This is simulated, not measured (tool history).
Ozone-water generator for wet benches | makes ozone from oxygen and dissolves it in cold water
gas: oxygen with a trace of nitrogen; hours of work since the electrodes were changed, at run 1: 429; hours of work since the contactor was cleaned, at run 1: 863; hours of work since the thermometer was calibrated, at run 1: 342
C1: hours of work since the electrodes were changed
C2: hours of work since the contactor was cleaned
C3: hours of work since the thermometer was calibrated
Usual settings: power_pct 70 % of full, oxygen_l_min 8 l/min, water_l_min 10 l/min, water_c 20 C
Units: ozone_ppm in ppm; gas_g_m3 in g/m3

Run 1, day 0: usual settings; C1 429; C2 863; C3 342. Result: ozone_ppm 31.4 ppm, gas_g_m3 188 g/m3.
Run 2, day 1.883: usual settings but water_c 19 C; C1 461; C2 895; C3 374. Result: ozone_ppm 32.7 ppm, gas_g_m3 185.4 g/m3.
Run 3, day 4.479: usual settings but water_c 19 C; C1 505; C2 939; C3 418. Result: ozone_ppm 32.1 ppm, gas_g_m3 188.5 g/m3.
Run 4, day 7.167: usual settings but water_c 19 C; C1 550; C2 985; C3 464. Result: ozone_ppm 31.9 ppm, gas_g_m3 186.5 g/m3.
Run 5, day 9.171: usual settings but water_c 19 C; C1 585; C2 1019; C3 498. Result: ozone_ppm 32.4 ppm, gas_g_m3 184.6 g/m3.
Run 6, day 11.025: usual settings but water_c 19 C; C1 616; C2 1051; C3 529. Result: ozone_ppm 31.9 ppm, gas_g_m3 186.1 g/m3.
At day 11.358: contactor cleaned.
Run 7, day 13.567: usual settings but oxygen_l_min 5.07 l/min, water_c 19 C; C1 657; C2 38; C3 570. Result: ozone_ppm 37.6 ppm, gas_g_m3 255.4 g/m3.
Run 8, day 16.975: usual settings but oxygen_l_min 6.2 l/min; C1 715; C2 96; C3 628. Result: ozone_ppm 34.6 ppm, gas_g_m3 218.5 g/m3.
Run 9, day 19.675: usual settings but oxygen_l_min 6.2 l/min; C1 760; C2 142; C3 674. Result: ozone_ppm 33.8 ppm, gas_g_m3 218.4 g/m3.
Run 10, day 21.879: usual settings but water_c 26 C; C1 798; C2 179; C3 711. Result: ozone_ppm 26.9 ppm, gas_g_m3 184.4 g/m3.
Run 11, day 23.479: usual settings but water_c 26 C; C1 825; C2 206; C3 738. Result: ozone_ppm 26.7 ppm, gas_g_m3 183.3 g/m3.
At day 24.729: contactor cleaned, once more.
Run 12, day 26.858: usual settings but power_pct 53 % of full, water_c 26 C; C1 880; C2 36; C3 793. Result: ozone_ppm 23.8 ppm, gas_g_m3 158.7 g/m3.
Run 13, day 30.029: usual settings but power_pct 45 % of full, oxygen_l_min 9.19 l/min, water_l_min 6 l/min, water_c 21 C; C1 934; C2 90; C3 847. Result: ozone_ppm 27.1 ppm, gas_g_m3 132.1 g/m3.
Run 14, day 32.633: usual settings but oxygen_l_min 6.82 l/min, water_l_min 8 l/min; C1 978; C2 134; C3 891. Result: ozone_ppm 36.2 ppm, gas_g_m3 204.6 g/m3.
Run 15, day 35.442: usual settings but power_pct 53 % of full, oxygen_l_min 5.27 l/min, water_c 22 C; C1 1026; C2 182; C3 939. Result: ozone_ppm 30.2 ppm, gas_g_m3 210.2 g/m3.
Run 16, day 39.121: usual settings but power_pct 53 % of full, oxygen_l_min 5.27 l/min, water_c 22 C; C1 1088; C2 245; C3 1001. Result: ozone_ppm 30.3 ppm, gas_g_m3 210 g/m3.
Run 17, day 41.571: usual settings but oxygen_l_min 8.32 l/min, water_c 17 C; C1 1130; C2 287; C3 1043. Result: ozone_ppm 32.3 ppm, gas_g_m3 173.9 g/m3.
Run 18, day 44.329: usual settings but power_pct 53 % of full, oxygen_l_min 13.05 l/min, water_l_min 8 l/min, water_c 17 C; C1 1177; C2 333; C3 1090. Result: ozone_ppm 24.7 ppm, gas_g_m3 111.2 g/m3.

Forecast run 19:
Run 19, day 46.5: usual settings but power_pct 53 % of full, oxygen_l_min 13.05 l/min, water_l_min 8 l/min, water_c 17 C; C1 1214; C2 370; C3 1127. Result: ozone_ppm ?, gas_g_m3 ?.

{"run 19": {"ozone_ppm": 24.8, "gas_g_m3": 112.2}}
Without the tool's hidden state the same run would have given ozone_ppm 26.3 ppm, gas_g_m3 118.4 g/m3.
